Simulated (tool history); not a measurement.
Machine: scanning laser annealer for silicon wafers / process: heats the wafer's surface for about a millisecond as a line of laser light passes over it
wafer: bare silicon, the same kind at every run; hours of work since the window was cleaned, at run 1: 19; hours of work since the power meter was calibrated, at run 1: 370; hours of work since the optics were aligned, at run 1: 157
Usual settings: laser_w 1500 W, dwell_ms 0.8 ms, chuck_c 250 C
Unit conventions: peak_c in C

run,hour,laser_w,dwell_ms,chuck_c,hours of work since the window was cleaned,hours of work since the power meter was calibrated,hours of work since the optics were aligned,peak_c
1,0,1500,0.8,250,19,370,157,1025
2,56.3,1500,0.8,250,54,404,191,1021
3,82.8,1500,0.8,250,70,420,207,1014
4,119.8,1500,0.8,250,92,443,230,1019
5,161.4,1500,0.8,250,118,468,255,1015
6,188.6,1500,0.8,250,134,485,272,1011
7,215.7,1500,0.8,250,151,501,288,1014
8,266.6,1500,0.8,250,181,532,319,1010
9,308.3,1500,0.8,290,207,557,344,1051
10,354.1,1500,0.8,290,235,585,372,1048
11,407.1,1500,0.8,290,267,617,404,1047
12,455,1500,0.567,290,296,646,433,911
13,499.1,1500,0.567,290,323,673,460,916
14,555,1500,0.567,290,357,707,494,909
15,608.3,1500,0.567,290,389,740,527,908
16,668.7,1500,0.567,290,426,776,563,906
17,718.6,1500,0.567,290,456,807,594,908
18,763.4,1445,0.567,290,483,834,621,885
19,792.6,1445,0.567,290,501,852,639,883
20,845.5,1500,0.8,250,533,884,671,993
21,892.8,1500,0.8,250,562,913,699,989
22,926.9,1460,0.8,249,583,933,720,971
23,991.4,1388,0.824,232,622,972,759,928
24,1043,1336,0.857,250,653,1004,791,936
25,1106.6,1303,0.901,265,692,1042,829,952
26,1164.7,1379,0.59,288,727,1078,865,857
27,1207.3,1604,0.563,215,753,1104,891,857
28,1270.2,1513,0.621,250,791,1142,929,888
29,1301.8,1513,0.621,250,810,1161,948,886
30,1328.3,1513,0.769,273,827,1177,964,990
31,1379.8,1513,0.769,273,858,1208,995,989
32,1415.4,1325,0.999,287,880,1230,1017,1016
# hour 1429.8: window over the wafer cleaned
33,1477.4,1325,0.999,287,29,1266,1053,1051
34,1522.2,1436,0.589,241,56,1294,1081,855
35,1580.6,1347,0.885,250,92,1329,1116,970
36,1628.4,1419,0.885,250,121,1358,1145,1005
37,1677.4,1634,0.935,250,150,1388,1175,1140
38,1716.4,1634,0.935,250,174,1412,1199,1141
39,1751.9,1634,0.935,250,196,1433,1220,1139
40,1804.2,1297,0.806,250,228,1465,1252,907
41,1833.4,1500,0.621,287,245,1483,1270,936

Alternative continuations, all from the tool just after run 41; predict every row:
A,1890.3,1500,0.8,260,280,1517,1304,?
B,1890.3,1373,0.621,288,280,1517,1304,?
C,1890.3,1590,0.848,268,280,1517,1304,?

run,peak_c
A,1007
B,888
C,1081
With the hidden condition removed and each run's random variation left untouched, the same runs would have given:
run,peak_c
A,1035
B,910
C,1111
